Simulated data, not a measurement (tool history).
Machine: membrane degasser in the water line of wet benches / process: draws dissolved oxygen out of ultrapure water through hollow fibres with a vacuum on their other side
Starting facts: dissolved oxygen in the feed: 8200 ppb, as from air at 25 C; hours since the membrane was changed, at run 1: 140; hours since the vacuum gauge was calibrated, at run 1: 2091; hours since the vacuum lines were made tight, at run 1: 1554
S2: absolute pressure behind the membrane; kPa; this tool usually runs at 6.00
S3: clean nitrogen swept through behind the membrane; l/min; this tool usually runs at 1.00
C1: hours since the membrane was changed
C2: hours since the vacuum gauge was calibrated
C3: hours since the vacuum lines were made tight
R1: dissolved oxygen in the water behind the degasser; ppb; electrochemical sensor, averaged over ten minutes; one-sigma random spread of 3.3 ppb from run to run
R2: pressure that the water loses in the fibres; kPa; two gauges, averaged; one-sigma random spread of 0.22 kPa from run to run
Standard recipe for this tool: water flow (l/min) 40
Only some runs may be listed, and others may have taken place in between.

run 1 hour=0.0 | water_flow_(l/min)=40 S2=6.00 S3=1.00 | C1=140 C2=2091 C3=1554 | R1=335.3 R2=54.35
run 2 hour=41.8 | water_flow_(l/min)=42 S2=6.00 S3=1.00 | C1=182 C2=2133 C3=1596 | R1=350.7 R2=56.92
run 3 hour=89.9 | water_flow_(l/min)=42 S2=6.00 S3=1.00 | C1=230 C2=2181 C3=1644 | R1=354.6 R2=57.24
run 4 hour=115.7 | water_flow_(l/min)=42 S2=6.00 S3=0.53 | C1=256 C2=2207 C3=1669 | R1=488.2 R2=56.91
run 5 hour=153.5 | water_flow_(l/min)=42 S2=6.00 S3=0.53 | C1=293 C2=2245 C3=1707 | R1=489.8 R2=57.23
run 6 hour=203.6 | water_flow_(l/min)=40 S2=6.00 S3=1.08 | C1=344 C2=2295 C3=1757 | R1=321.0 R2=54.39
run 7 hour=241.9 | water_flow_(l/min)=40 S2=6.00 S3=1.00 | C1=382 C2=2333 C3=1796 | R1=343.5 R2=54.19
run 8 hour=296.0 | water_flow_(l/min)=40 S2=6.77 S3=1.00 | C1=436 C2=2387 C3=1850 | R1=390.2 R2=53.90
run 9 hour=319.4 | water_flow_(l/min)=40 S2=6.77 S3=1.00 | C1=459 C2=2411 C3=1873 | R1=393.9 R2=54.14
run 10 hour=364.2 | water_flow_(l/min)=40 S2=5.07 S3=1.00 | C1=504 C2=2455 C3=1918 | R1=263.8 R2=53.99
run 11 hour=420.7 | water_flow_(l/min)=40 S2=5.07 S3=1.00 | C1=561 C2=2512 C3=1974 | R1=267.5 R2=54.40
run 12 hour=479.1 | water_flow_(l/min)=37 S2=5.55 S3=1.96 | C1=619 C2=2570 C3=2033 | R1=199.2 R2=50.16
run 13 hour=521.1 | water_flow_(l/min)=46 S2=3.84 S3=1.47 | C1=661 C2=2612 C3=2075 | R1=187.0 R2=62.28
run 14 hour=569.8 | water_flow_(l/min)=46 S2=14.76 S3=2.24 | C1=710 C2=2661 C3=2124 | R1=636.9 R2=62.74
run 15 hour=619.0 | water_flow_(l/min)=39 S2=8.26 S3=0.99 | C1=759 C2=2710 C3=2173 | R1=499.7 R2=52.63
run 16 hour=647.5 | water_flow_(l/min)=39 S2=8.26 S3=0.99 | C1=787 C2=2739 C3=2201 | R1=498.2 R2=52.82
run 17 hour=702.0 | water_flow_(l/min)=40 S2=6.00 S3=0.80 | C1=842 C2=2793 C3=2256 | R1=380.1 R2=54.23

5 options for the next run, each taken on its own from the tool as it stands now. Forecast them:
run A hour=751.4 | water_flow_(l/min)=51 S2=4.10 S3=1.53 | C1=891 C2=2842 C3=2305 | R1=? R2=?
run B hour=751.4 | water_flow_(l/min)=44 S2=6.00 S3=0.95 | C1=891 C2=2842 C3=2305 | R1=? R2=?
run C hour=751.4 | water_flow_(l/min)=45 S2=6.54 S3=0.98 | C1=891 C2=2842 C3=2305 | R1=? R2=?
run D hour=751.4 | water_flow_(l/min)=42 S2=9.80 S3=0.54 | C1=891 C2=2842 C3=2305 | R1=? R2=?
run E hour=751.4 | water_flow_(l/min)=52 S2=3.90 S3=0.42 | C1=891 C2=2842 C3=2305 | R1=? R2=?

run=A R1=230.8 R2=69.14
run=B R1=380.7 R2=59.91
run=C R1=423.1 R2=61.16
run=D R1=922.0 R2=57.26
run=E R1=304.0 R2=70.67
What these runs would have given with no unlogged condition in the tool:
run=A R1=219.2 R2=68.91
run=B R1=367.1 R2=59.72
run=C R1=409.8 R2=60.96
run=D R1=906.4 R2=57.07
run=E R1=278.8 R2=70.44

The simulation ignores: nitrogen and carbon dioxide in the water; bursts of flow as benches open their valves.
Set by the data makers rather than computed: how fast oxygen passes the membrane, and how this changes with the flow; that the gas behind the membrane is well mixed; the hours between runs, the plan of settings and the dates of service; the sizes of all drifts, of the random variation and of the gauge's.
